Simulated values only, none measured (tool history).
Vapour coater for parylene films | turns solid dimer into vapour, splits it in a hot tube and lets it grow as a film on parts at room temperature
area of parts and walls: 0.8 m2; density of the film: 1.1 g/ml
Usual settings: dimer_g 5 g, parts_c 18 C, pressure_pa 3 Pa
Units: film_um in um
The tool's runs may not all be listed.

run	hour	dimer_g	parts_c	pressure_pa	film_um
1	0	5	18	3	4.11
2	31.5	9	18	3	7.24
3	72.5	9	18	3	7.2
4	110.2	9	18	3	7.13
5	154	9	18	3	7.07
6	178.9	9	18	3	7.01
7	213.5	9	18	3	6.96
8	241.4	9	18	3	7.22
9	266.9	9	18	3.45	7.21
10	308.5	9	18	2.05	7.72
11	354.5	5	18	3	4
12	391.4	3	18	3	2.4
13	436.7	2	18	3	1.55
14	477.8	5	18	3	3.87
15	527.3	5	18	3	3.82
16	558.2	5	18	3	3.79
17	602.4	5	14	3	4.79
18	643.9	4	18	3	3.25
19	673.6	4	18	3	3.16
20	717.6	4	18	3	3.15
21	745	4	20	3	2.91
22	793.7	4	20	3	2.87
23	835.7	4	20	3	2.83
24	860.9	4	20	3	2.76
25	890.8	4	20	3	2.82
26	918.7	6	18	2.1	5.1
27	953.6	7	22	8.84	4.06
28	984.8	7	22	8.84	3.94
29	1005.4	7	22	8.84	3.9
30	1032.7	5	18	3.21	3.75
31	1070.7	5	18	3.21	3.77
32	1107	7	18	2.8	5.31
33	1132.7	5	23	5.66	2.77
34	1176.4	6	12	2.07	5.91
35	1202.3	6	26	9.5	2.75
36	1243.6	7	14	3	6.5
37	1282.3	5	22	2.79	3.62
38	1304.7	4	16	3	3.57
39	1341.1	5	12	11.71	4.31
40	1391.6	5	20	2.17	3.92
41	1418	5	20	2.17	3.87
42	1448.1	4	21	3	2.77
43	1477.7	5	21	2.52	3.58
44	1500.2	4	21	4.59	2.64
45	1527.3	4	21	9.28	2.39
46	1574.2	6	22	3	3.94
47	1604	6	22	3	4.23

Not shown: 7 entries that the log had between the listed runs. Between which runs, and how does the tool's hidden state differ before and after?
Between runs 7 and 8: trap's valve overhauled (hour 241.4)
  vapour lost through the trap's worn valve, %: 6.1 -> 0; true temperature of the parts over the reading, C: 0.55 -> 0.57
  measured less the result without the state, film_um: -0.62 -> -0.16 um
Between runs 16 and 17: trap's valve overhauled (hour 579.7)
  vapour lost through the trap's worn valve, %: 6.3 -> 0.6; true temperature of the parts over the reading, C: 0.88 -> 0.93
  measured less the result without the state, film_um: -0.4 -> -0.21 um
Between runs 25 and 26: trap's valve overhauled (hour 916.4)
  vapour lost through the trap's worn valve, %: 6.3 -> 0.1; true temperature of the parts over the reading, C: 1.21 -> 1.23
  measured less the result without the state, film_um: -0.34 -> -0.26 um
Between runs 27 and 28: table's thermometer calibrated (hour 959.3)
  vapour lost through the trap's worn valve, %: 0.9 -> 1.4; true temperature of the parts over the reading, C: 1.27 -> 1.85
  measured less the result without the state, film_um: -0.25 -> -0.36 um
Between runs 35 and 36: table's thermometer calibrated, once more (hour 1224.5)
  vapour lost through the trap's worn valve, %: 5.7 -> 6.6; true temperature of the parts over the reading, C: 2.07 -> -0.03
  measured less the result without the state, film_um: -0.41 -> -0.45 um
Between runs 36 and 37: trap's valve overhauled (hour 1256.2)
  vapour lost through the trap's worn valve, %: 6.6 -> 1.2; true temperature of the parts over the reading, C: -0.03 -> 0
  measured less the result without the state, film_um: -0.45 -> -0.04 um
Between runs 46 and 47: trap's valve overhauled (hour 1595.3)
  vapour lost through the trap's worn valve, %: 7.1 -> 0.5; true temperature of the parts over the reading, C: 0.31 -> 0.33
  measured less the result without the state, film_um: -0.35 -> -0.07 um

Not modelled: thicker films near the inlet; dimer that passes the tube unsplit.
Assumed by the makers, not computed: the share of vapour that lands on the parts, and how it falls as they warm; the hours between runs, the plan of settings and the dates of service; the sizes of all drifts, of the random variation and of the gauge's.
